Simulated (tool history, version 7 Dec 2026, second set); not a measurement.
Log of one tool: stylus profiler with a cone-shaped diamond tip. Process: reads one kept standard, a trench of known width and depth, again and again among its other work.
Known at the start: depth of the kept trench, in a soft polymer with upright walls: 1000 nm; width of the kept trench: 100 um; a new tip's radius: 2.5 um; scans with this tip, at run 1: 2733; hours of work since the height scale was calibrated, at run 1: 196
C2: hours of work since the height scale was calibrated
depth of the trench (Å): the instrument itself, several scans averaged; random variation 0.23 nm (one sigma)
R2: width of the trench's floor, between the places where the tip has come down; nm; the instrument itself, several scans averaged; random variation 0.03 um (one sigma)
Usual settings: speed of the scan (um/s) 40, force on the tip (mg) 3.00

{"run": 1, "hour": 0.0, "speed of the scan (um/s)": 40, "force on the tip (mg)": 3.0, "scans with this tip": 2733, "C2": 196, "depth of the trench (Å)": 10110.6, "R2": 95490}
{"run": 2, "hour": 14.3, "speed of the scan (um/s)": 40, "force on the tip (mg)": 3.0, "scans with this tip": 2885, "C2": 207, "depth of the trench (Å)": 10108.8, "R2": 95490}
{"run": 3, "hour": 30.6, "speed of the scan (um/s)": 40, "force on the tip (mg)": 3.0, "scans with this tip": 3058, "C2": 220, "depth of the trench (Å)": 10108.5, "R2": 95460}
{"run": 4, "hour": 56.5, "speed of the scan (um/s)": 40, "force on the tip (mg)": 2.27, "scans with this tip": 3334, "C2": 240, "depth of the trench (Å)": 10092.6, "R2": 95430}
{"run": 5, "hour": 81.4, "speed of the scan (um/s)": 40, "force on the tip (mg)": 3.0, "scans with this tip": 3600, "C2": 259, "depth of the trench (Å)": 10108.1, "R2": 95500}
{"run": 6, "hour": 100.1, "speed of the scan (um/s)": 40, "force on the tip (mg)": 3.0, "scans with this tip": 3799, "C2": 273, "depth of the trench (Å)": 10110.6, "R2": 95450}
{"run": 7, "hour": 113.6, "speed of the scan (um/s)": 40, "force on the tip (mg)": 3.0, "scans with this tip": 3942, "C2": 283, "depth of the trench (Å)": 10109.5, "R2": 95380}
{"run": 8, "hour": 131.2, "speed of the scan (um/s)": 40, "force on the tip (mg)": 3.0, "scans with this tip": 4130, "C2": 297, "depth of the trench (Å)": 10112.8, "R2": 95320}
{"run": 9, "hour": 147.8, "speed of the scan (um/s)": 40, "force on the tip (mg)": 5.94, "scans with this tip": 4307, "C2": 310, "depth of the trench (Å)": 10173.5, "R2": 95450}
{"hour": 149.8, "done": "height scale calibrated on a step standard"}
{"run": 10, "hour": 172.7, "speed of the scan (um/s)": 108, "force on the tip (mg)": 5.41, "scans with this tip": 4566, "C2": 17, "depth of the trench (Å)": 10163.5, "R2": 95100}
{"run": 11, "hour": 191.1, "speed of the scan (um/s)": 108, "force on the tip (mg)": 5.41, "scans with this tip": 4762, "C2": 32, "depth of the trench (Å)": 10165.9, "R2": 95110}
{"run": 12, "hour": 205.4, "speed of the scan (um/s)": 136, "force on the tip (mg)": 1.68, "scans with this tip": 4914, "C2": 42, "depth of the trench (Å)": 10078.7, "R2": 94550}
{"run": 13, "hour": 231.6, "speed of the scan (um/s)": 136, "force on the tip (mg)": 2.37, "scans with this tip": 5193, "C2": 63, "depth of the trench (Å)": 10099.5, "R2": 94660}
{"run": 14, "hour": 255.8, "speed of the scan (um/s)": 136, "force on the tip (mg)": 2.37, "scans with this tip": 5451, "C2": 81, "depth of the trench (Å)": 10101.6, "R2": 94670}
{"run": 15, "hour": 274.1, "speed of the scan (um/s)": 138, "force on the tip (mg)": 2.47, "scans with this tip": 5645, "C2": 95, "depth of the trench (Å)": 10100.0, "R2": 94660}

5 ways to go on from here, each from the tool as it stands after run 15. What would each give?
{"run": "A", "hour": 288.0, "speed of the scan (um/s)": 138, "force on the tip (mg)": 2.24, "scans with this tip": 5794, "C2": 106, "depth of the trench (Å)": "?", "R2": "?"}
{"run": "B", "hour": 288.0, "speed of the scan (um/s)": 22, "force on the tip (mg)": 6.09, "scans with this tip": 5794, "C2": 106, "depth of the trench (Å)": "?", "R2": "?"}
{"run": "C", "hour": 288.0, "speed of the scan (um/s)": 12, "force on the tip (mg)": 1.4, "scans with this tip": 5794, "C2": 106, "depth of the trench (Å)": "?", "R2": "?"}
{"run": "D", "hour": 288.0, "speed of the scan (um/s)": 23, "force on the tip (mg)": 3.0, "scans with this tip": 5794, "C2": 106, "depth of the trench (Å)": "?", "R2": "?"}
{"run": "E", "hour": 288.0, "speed of the scan (um/s)": 14, "force on the tip (mg)": 7.08, "scans with this tip": 5794, "C2": 106, "depth of the trench (Å)": "?", "R2": "?"}

run=A depth_of_the_trench_(Å)=10094.6 R2=94580
run=B depth_of_the_trench_(Å)=10179.9 R2=95340
run=C depth_of_the_trench_(Å)=10074.6 R2=95380
run=D depth_of_the_trench_(Å)=10118.2 R2=95330
run=E depth_of_the_trench_(Å)=10197.0 R2=95430
Without the tool's hidden state the same runs would have given:
run=A depth_of_the_trench_(Å)=10084.8 R2=95080
run=B depth_of_the_trench_(Å)=10170.0 R2=95850
run=C depth_of_the_trench_(Å)=10064.8 R2=95890
run=D depth_of_the_trench_(Å)=10108.4 R2=95840
run=E depth_of_the_trench_(Å)=10187.1 R2=95930

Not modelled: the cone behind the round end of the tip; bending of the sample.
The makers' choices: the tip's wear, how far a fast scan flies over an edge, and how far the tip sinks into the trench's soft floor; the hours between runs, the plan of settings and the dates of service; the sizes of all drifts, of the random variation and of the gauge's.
